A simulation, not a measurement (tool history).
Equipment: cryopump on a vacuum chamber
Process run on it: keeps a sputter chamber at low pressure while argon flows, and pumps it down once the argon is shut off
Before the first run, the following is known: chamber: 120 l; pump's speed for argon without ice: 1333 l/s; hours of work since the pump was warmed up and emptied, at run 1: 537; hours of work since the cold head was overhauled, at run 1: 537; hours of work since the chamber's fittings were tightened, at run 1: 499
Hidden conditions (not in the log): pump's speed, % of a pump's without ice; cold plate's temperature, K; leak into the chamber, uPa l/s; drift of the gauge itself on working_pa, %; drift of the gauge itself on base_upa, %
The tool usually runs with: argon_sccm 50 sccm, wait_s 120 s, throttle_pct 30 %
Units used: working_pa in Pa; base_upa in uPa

run	hour	argon_sccm	wait_s	throttle_pct	hours of work since the pump was warmed up and emptied	hours of work since the cold head was overhauled	hours of work since the chamber's fittings were tightened	working_pa	base_upa
1	0.0	50	120	30	537	537	499	0.2244	2.33
2	45.3	50	120	30	574	574	536	0.2258	2.35
3	82.0	50	120	30	604	604	566	0.2251	2.50
4	105.5	50	120	42	623	623	585	0.1666	2.60
5	146.1	50	120	42	656	656	618	0.1685	2.62
# hour 182.3: pump warmed up, emptied and cooled again
6	189.2	50	120	42	6	687	649	0.1524	2.36
7	209.9	50	120	27	22	704	666	0.2344	2.29
8	253.5	50	120	27	58	740	702	0.2369	2.39
9	283.6	50	49	27	83	764	726	0.2383	3.73
10	322.9	50	49	27	115	796	758	0.2390	3.77
11	359.9	50	49	27	145	826	789	0.2401	3.87
12	383.4	21	120	30	164	846	808	0.0896	2.73
13	426.9	21	120	30	200	881	843	0.0911	2.79
14	469.3	21	120	30	234	916	878	0.0910	2.87
15	512.9	21	120	30	270	951	913	0.0901	2.85
16	551.6	21	120	30	301	983	945	0.0910	3.07
17	575.0	50	120	30	320	1002	964	0.2179	3.11
18	621.8	50	232	23	358	1040	1002	0.2854	2.88
19	671.3	91	105	30	399	1080	1043	0.4022	3.42
20	721.3	33	50	20	440	1121	1083	0.2177	4.76
21	745.3	33	22	50	459	1141	1103	0.0928	7.11
22	773.8	34	38	38	482	1164	1126	0.1218	5.28
23	807.8	34	38	38	510	1192	1154	0.1237	5.44
24	844.5	50	53	20	540	1222	1184	0.3294	4.72
# hour 850.7: leaking fittings of the chamber tightened, without venting
25	890.9	50	53	20	576	1258	33	0.3311	2.25
26	932.4	50	53	20	610	1292	67	0.3344	2.29
27	975.9	50	261	27	646	1327	102	0.2490	0.92
28	996.2	25	141	21	662	1344	119	0.1587	1.29
# hour 1024.5: pump warmed up, emptied and cooled again
29	1030.1	80	141	26	5	1367	142	0.3916	1.17
30	1058.6	27	147	39	28	1391	166	0.0899	1.27
31	1097.6	46	67	15	60	1423	197	0.3925	2.07
32	1126.2	81	120	30	83	1446	221	0.3495	1.50
33	1163.9	29	120	40	114	1477	251	0.0950	1.53
34	1193.0	29	120	40	137	1500	275	0.0954	1.61

Branching from run 34: 3 alternative next runs. What would each branch give?
A	1228.7	45	40	20	167	1529	304	?	?
B	1228.7	47	24	57	167	1529	304	?	?
C	1228.7	24	82	40	167	1529	304	?	?

run	working_pa	base_upa
A	0.2897	3.34
B	0.1088	4.94
C	0.0782	2.15
What these runs would have given with no unlogged condition in the tool:
run	working_pa	base_upa
A	0.2853	2.72
B	0.1042	4.32
C	0.0758	1.50
